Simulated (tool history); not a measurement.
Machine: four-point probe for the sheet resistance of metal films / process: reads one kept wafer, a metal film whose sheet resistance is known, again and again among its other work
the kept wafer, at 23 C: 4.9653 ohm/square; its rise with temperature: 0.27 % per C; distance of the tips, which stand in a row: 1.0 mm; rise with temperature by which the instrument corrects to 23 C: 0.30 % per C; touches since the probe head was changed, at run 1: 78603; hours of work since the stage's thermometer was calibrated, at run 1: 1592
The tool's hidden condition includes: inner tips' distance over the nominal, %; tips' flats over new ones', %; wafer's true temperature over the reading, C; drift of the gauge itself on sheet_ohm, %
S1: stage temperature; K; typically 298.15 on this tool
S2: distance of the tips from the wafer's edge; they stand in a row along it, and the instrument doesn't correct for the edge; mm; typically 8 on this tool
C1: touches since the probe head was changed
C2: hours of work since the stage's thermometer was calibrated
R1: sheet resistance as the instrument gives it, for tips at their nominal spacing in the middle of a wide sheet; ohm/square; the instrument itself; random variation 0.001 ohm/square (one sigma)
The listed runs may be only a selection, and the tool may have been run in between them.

run 1 hour=0 | S1=298.15 S2=8 | C1=78603 C2=1592 | R1=5.004333
run 2 hour=66.5 | S1=298.15 S2=8 | C1=80658 C2=1619 | R1=5.004991
run 3 hour=112.6 | S1=298.15 S2=8 | C1=82080 C2=1638 | R1=5.004039
run 4 hour=156.3 | S1=296.15 S2=8 | C1=83430 C2=1655 | R1=5.007666
run 5 hour=215.9 | S1=296.15 S2=8 | C1=85272 C2=1680 | R1=5.005773
run 6 hour=269.5 | S1=296.15 S2=8 | C1=86927 C2=1702 | R1=5.006023
-- hour=303.8 stage's thermometer calibrated
run 7 hour=318.1 | S1=298.15 S2=64 | C1=88414 C2=6 | R1=4.962003
run 8 hour=365.6 | S1=298.15 S2=64 | C1=89881 C2=25 | R1=4.963831
run 9 hour=419 | S1=298.15 S2=8 | C1=91532 C2=47 | R1=5.001151
run 10 hour=451.4 | S1=298.15 S2=8 | C1=92530 C2=60 | R1=5.005325
run 11 hour=498 | S1=298.15 S2=8 | C1=93972 C2=79 | R1=5.003573
run 12 hour=553.3 | S1=298.15 S2=8 | C1=95679 C2=102 | R1=5.005548
run 13 hour=589.8 | S1=298.15 S2=6 | C1=96806 C2=117 | R1=5.03627
run 14 hour=638.7 | S1=298.15 S2=28 | C1=98317 C2=137 | R1=4.965789
run 15 hour=683.3 | S1=298.15 S2=28 | C1=99695 C2=155 | R1=4.966827
run 16 hour=736.9 | S1=298.15 S2=28 | C1=101352 C2=177 | R1=4.966425
run 17 hour=800.7 | S1=298.15 S2=28 | C1=103321 C2=203 | R1=4.965358
run 18 hour=834.8 | S1=292.15 S2=11 | C1=104375 C2=217 | R1=4.99362
run 19 hour=901.9 | S1=300.15 S2=55 | C1=106447 C2=244 | R1=4.960667
run 20 hour=951.7 | S1=297.15 S2=21 | C1=107984 C2=265 | R1=4.970731
run 21 hour=983 | S1=297.15 S2=21 | C1=108952 C2=278 | R1=4.970161
run 22 hour=1016.9 | S1=300.15 S2=21 | C1=110000 C2=292 | R1=4.96626
run 23 hour=1051.3 | S1=307.15 S2=21 | C1=111063 C2=306 | R1=4.955141
run 24 hour=1082.9 | S1=307.15 S2=21 | C1=112038 C2=318 | R1=4.95695
run 25 hour=1129.6 | S1=307.15 S2=21 | C1=113481 C2=338 | R1=4.955337
run 26 hour=1157.2 | S1=298.15 S2=24 | C1=114334 C2=349 | R1=4.966765
run 27 hour=1216 | S1=292.15 S2=23 | C1=116150 C2=373 | R1=4.977515
run 28 hour=1255.3 | S1=302.15 S2=8 | C1=117364 C2=389 | R1=4.999097
run 29 hour=1304.6 | S1=298.15 S2=6 | C1=118887 C2=409 | R1=5.034753
run 30 hour=1358 | S1=298.15 S2=6 | C1=120534 C2=431 | R1=5.036164
run 31 hour=1411.9 | S1=302.15 S2=7 | C1=122200 C2=453 | R1=5.00905
run 32 hour=1470.2 | S1=298.15 S2=55 | C1=124002 C2=477 | R1=4.964402
run 33 hour=1525.4 | S1=298.15 S2=55 | C1=125707 C2=499 | R1=4.964141
run 34 hour=1554.7 | S1=300.15 S2=6 | C1=126613 C2=511 | R1=5.031725

Entry by entry between the runs, the difference in hidden state between the last listed run before and the first listed run after:
Between runs 6 and 7: stage's thermometer calibrated (hour 303.8)
  wafer's true temperature over the reading, C: -0.01 -> 0
